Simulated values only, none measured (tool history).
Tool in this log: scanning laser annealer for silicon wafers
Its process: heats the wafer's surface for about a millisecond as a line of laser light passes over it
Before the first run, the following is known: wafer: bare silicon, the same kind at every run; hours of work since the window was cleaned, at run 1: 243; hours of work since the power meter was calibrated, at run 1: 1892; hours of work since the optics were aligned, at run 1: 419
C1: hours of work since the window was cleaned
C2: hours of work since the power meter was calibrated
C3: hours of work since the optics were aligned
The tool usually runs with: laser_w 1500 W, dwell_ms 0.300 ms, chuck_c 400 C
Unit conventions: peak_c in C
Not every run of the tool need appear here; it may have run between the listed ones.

{"run": 1, "hour": 0.0, "laser_w": 1500, "dwell_ms": 0.3, "chuck_c": 400, "C1": 243, "C2": 1892, "C3": 419, "peak_c": 1184}
{"run": 2, "hour": 59.2, "laser_w": 1499, "dwell_ms": 0.3, "chuck_c": 400, "C1": 283, "C2": 1932, "C3": 459, "peak_c": 1183}
{"run": 3, "hour": 102.1, "laser_w": 1499, "dwell_ms": 0.3, "chuck_c": 400, "C1": 312, "C2": 1962, "C3": 488, "peak_c": 1180}
{"run": 4, "hour": 201.2, "laser_w": 1500, "dwell_ms": 0.3, "chuck_c": 400, "C1": 380, "C2": 2029, "C3": 556, "peak_c": 1174}
{"run": 5, "hour": 280.0, "laser_w": 1500, "dwell_ms": 0.3, "chuck_c": 400, "C1": 434, "C2": 2083, "C3": 610, "peak_c": 1171}
{"run": 6, "hour": 332.8, "laser_w": 1500, "dwell_ms": 0.3, "chuck_c": 400, "C1": 470, "C2": 2119, "C3": 646, "peak_c": 1167}
{"run": 7, "hour": 423.0, "laser_w": 1500, "dwell_ms": 0.3, "chuck_c": 400, "C1": 531, "C2": 2180, "C3": 707, "peak_c": 1167}
{"run": 8, "hour": 497.6, "laser_w": 1500, "dwell_ms": 0.3, "chuck_c": 400, "C1": 582, "C2": 2231, "C3": 758, "peak_c": 1162}
{"run": 9, "hour": 581.6, "laser_w": 1500, "dwell_ms": 0.3, "chuck_c": 400, "C1": 639, "C2": 2289, "C3": 815, "peak_c": 1161}
{"hour": 623.0, "done": "window over the wafer cleaned"}
{"run": 10, "hour": 634.5, "laser_w": 1500, "dwell_ms": 0.3, "chuck_c": 362, "C1": 8, "C2": 2323, "C3": 850, "peak_c": 1153}
{"run": 11, "hour": 684.6, "laser_w": 1566, "dwell_ms": 0.3, "chuck_c": 362, "C1": 42, "C2": 2357, "C3": 884, "peak_c": 1194}
{"run": 12, "hour": 736.6, "laser_w": 1500, "dwell_ms": 0.3, "chuck_c": 400, "C1": 77, "C2": 2393, "C3": 920, "peak_c": 1185}
{"run": 13, "hour": 815.1, "laser_w": 1500, "dwell_ms": 0.3, "chuck_c": 400, "C1": 131, "C2": 2446, "C3": 973, "peak_c": 1188}
{"run": 14, "hour": 883.3, "laser_w": 1604, "dwell_ms": 0.219, "chuck_c": 383, "C1": 178, "C2": 2493, "C3": 1020, "peak_c": 1093}
{"run": 15, "hour": 962.3, "laser_w": 1351, "dwell_ms": 0.3, "chuck_c": 400, "C1": 231, "C2": 2547, "C3": 1073, "peak_c": 1084}
{"run": 16, "hour": 1034.3, "laser_w": 1538, "dwell_ms": 0.225, "chuck_c": 430, "C1": 280, "C2": 2596, "C3": 1123, "peak_c": 1107}
{"run": 17, "hour": 1104.8, "laser_w": 1538, "dwell_ms": 0.225, "chuck_c": 361, "C1": 329, "C2": 2644, "C3": 1171, "peak_c": 1038}
{"run": 18, "hour": 1173.0, "laser_w": 1538, "dwell_ms": 0.225, "chuck_c": 361, "C1": 375, "C2": 2690, "C3": 1217, "peak_c": 1035}
{"run": 19, "hour": 1224.4, "laser_w": 1538, "dwell_ms": 0.225, "chuck_c": 361, "C1": 410, "C2": 2726, "C3": 1252, "peak_c": 1031}
{"run": 20, "hour": 1308.7, "laser_w": 1538, "dwell_ms": 0.322, "chuck_c": 361, "C1": 468, "C2": 2783, "C3": 1310, "peak_c": 1179}
{"run": 21, "hour": 1402.3, "laser_w": 1538, "dwell_ms": 0.322, "chuck_c": 361, "C1": 531, "C2": 2847, "C3": 1374, "peak_c": 1175}
{"run": 22, "hour": 1444.6, "laser_w": 1538, "dwell_ms": 0.322, "chuck_c": 361, "C1": 560, "C2": 2876, "C3": 1402, "peak_c": 1170}
{"run": 23, "hour": 1545.3, "laser_w": 1395, "dwell_ms": 0.272, "chuck_c": 432, "C1": 629, "C2": 2944, "C3": 1471, "peak_c": 1083}
{"hour": 1604.1, "done": "window over the wafer cleaned"}
{"run": 24, "hour": 1626.5, "laser_w": 1305, "dwell_ms": 0.272, "chuck_c": 439, "C1": 15, "C2": 2998, "C3": 1525, "peak_c": 1069}
{"run": 25, "hour": 1682.9, "laser_w": 1337, "dwell_ms": 0.287, "chuck_c": 392, "C1": 54, "C2": 3037, "C3": 1563, "peak_c": 1060}

Consider 3 possible next runs. They are alternatives, not a sequence: every one starts from the tool as it was left by run 25. What does each give?
{"run": "A", "hour": 1767.6, "laser_w": 1306, "dwell_ms": 0.245, "chuck_c": 392, "C1": 111, "C2": 3095, "C3": 1621, "peak_c": "?"}
{"run": "B", "hour": 1767.6, "laser_w": 1500, "dwell_ms": 0.212, "chuck_c": 400, "C1": 111, "C2": 3095, "C3": 1621, "peak_c": "?"}
{"run": "C", "hour": 1767.6, "laser_w": 1416, "dwell_ms": 0.287, "chuck_c": 390, "C1": 111, "C2": 3095, "C3": 1621, "peak_c": "?"}

run=A peak_c=984
run=B peak_c=1041
run=C peak_c=1103
Take away the tool's hidden state, keep each run's random variation, and the runs would have read:
run=A peak_c=999
run=B peak_c=1058
run=C peak_c=1122

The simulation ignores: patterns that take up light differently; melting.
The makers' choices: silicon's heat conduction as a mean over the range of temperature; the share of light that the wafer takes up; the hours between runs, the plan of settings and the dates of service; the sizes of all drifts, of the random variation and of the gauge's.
